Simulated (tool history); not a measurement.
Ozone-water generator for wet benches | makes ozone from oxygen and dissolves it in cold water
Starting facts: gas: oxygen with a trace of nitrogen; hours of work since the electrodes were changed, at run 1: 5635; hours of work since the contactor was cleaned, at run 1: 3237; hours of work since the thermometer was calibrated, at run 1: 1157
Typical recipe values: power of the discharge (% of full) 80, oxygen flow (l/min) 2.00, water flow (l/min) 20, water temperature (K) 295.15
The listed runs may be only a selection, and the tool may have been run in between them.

| run | hour | power of the discharge (% of full) | oxygen flow (l/min) | water flow (l/min) | water temperature (K) | hours of work since the electrodes were changed | hours of work since the contactor was cleaned | hours of work since the thermometer was calibrated | dissolved ozone (ppm) | ozone in the gas ahead of the water (g/m3) |
|---|---|---|---|---|---|---|---|---|---|---|
| 1 | 0.0 | 80 | 2.00 | 20 | 295.15 | 5635 | 3237 | 1157 | 15.1 | 261.1 |
| 2 | 131.7 | 46 | 2.00 | 20 | 295.15 | 5763 | 3365 | 1284 | 11.3 | 197.5 |
| 3 | 201.7 | 46 | 2.00 | 20 | 295.15 | 5830 | 3432 | 1352 | 11.4 | 196.7 |
| 4 | 275.5 | 80 | 2.00 | 20 | 295.15 | 5902 | 3504 | 1424 | 14.6 | 259.6 |
| 5 | 405.7 | 80 | 2.00 | 20 | 295.15 | 6028 | 3630 | 1550 | 14.7 | 257.6 |
| 6 | 516.1 | 80 | 2.00 | 21 | 295.15 | 6135 | 3737 | 1656 | 14.1 | 256.7 |
| 7 | 672.5 | 80 | 2.00 | 21 | 295.15 | 6286 | 3888 | 1808 | 13.5 | 256.8 |
| 8 | 780.5 | 80 | 2.00 | 21 | 295.15 | 6391 | 3992 | 1912 | 13.9 | 258.7 |
| 9 | 884.4 | 84 | 2.00 | 21 | 295.15 | 6491 | 4093 | 2013 | 14.1 | 260.3 |
| 10 | 1002.7 | 84 | 2.00 | 21 | 295.15 | 6606 | 4208 | 2127 | 14.0 | 261.4 |
|  | 1016.1 | contactor cleaned |
| 11 | 1151.7 | 84 | 2.00 | 21 | 295.15 | 6746 | 131 | 2268 | 13.7 | 258.4 |
| 12 | 1287.9 | 84 | 2.00 | 21 | 295.15 | 6878 | 263 | 2400 | 13.8 | 258.3 |
| 13 | 1386.6 | 80 | 2.00 | 20 | 295.15 | 6973 | 359 | 2495 | 14.0 | 252.8 |
| 14 | 1453.3 | 80 | 2.00 | 22 | 295.15 | 7038 | 423 | 2560 | 12.6 | 250.1 |
| 15 | 1559.8 | 80 | 2.20 | 13 | 298.15 | 7141 | 526 | 2663 | 20.3 | 234.6 |
| 16 | 1664.5 | 80 | 1.51 | 12 | 295.15 | 7242 | 628 | 2764 | 22.7 | 300.9 |
|  | 1772.1 | contactor cleaned, once more |
| 17 | 1781.0 | 80 | 1.51 | 12 | 295.15 | 7351 | 9 | 2873 | 23.4 | 298.9 |
| 18 | 1941.0 | 62 | 1.51 | 12 | 291.15 | 7506 | 164 | 3028 | 21.3 | 262.7 |
| 19 | 2043.2 | 74 | 1.51 | 23 | 291.15 | 7605 | 262 | 3127 | 11.7 | 285.3 |
| 20 | 2147.9 | 80 | 2.69 | 20 | 296.15 | 7706 | 364 | 3228 | 14.5 | 204.0 |
| 21 | 2237.9 | 80 | 2.69 | 20 | 296.15 | 7794 | 451 | 3315 | 14.5 | 204.7 |
| 22 | 2320.2 | 80 | 2.69 | 20 | 296.15 | 7873 | 531 | 3395 | 14.6 | 203.7 |
| 23 | 2463.3 | 89 | 2.69 | 27 | 296.15 | 8012 | 669 | 3533 | 11.1 | 215.3 |

What will run 24 give?
| 24 | 2617.0 | 82 | 2.00 | 20 | 288.15 | 8160 | 818 | 3682 | ? | ? |

Run 24 came out at dissolved ozone (ppm) 15.0, ozone in the gas ahead of the water (g/m3) 246.8.
The same run, on a tool lacking any hidden state, would have yielded dissolved ozone (ppm) 18.3, ozone in the gas ahead of the water (g/m3) 299.1.
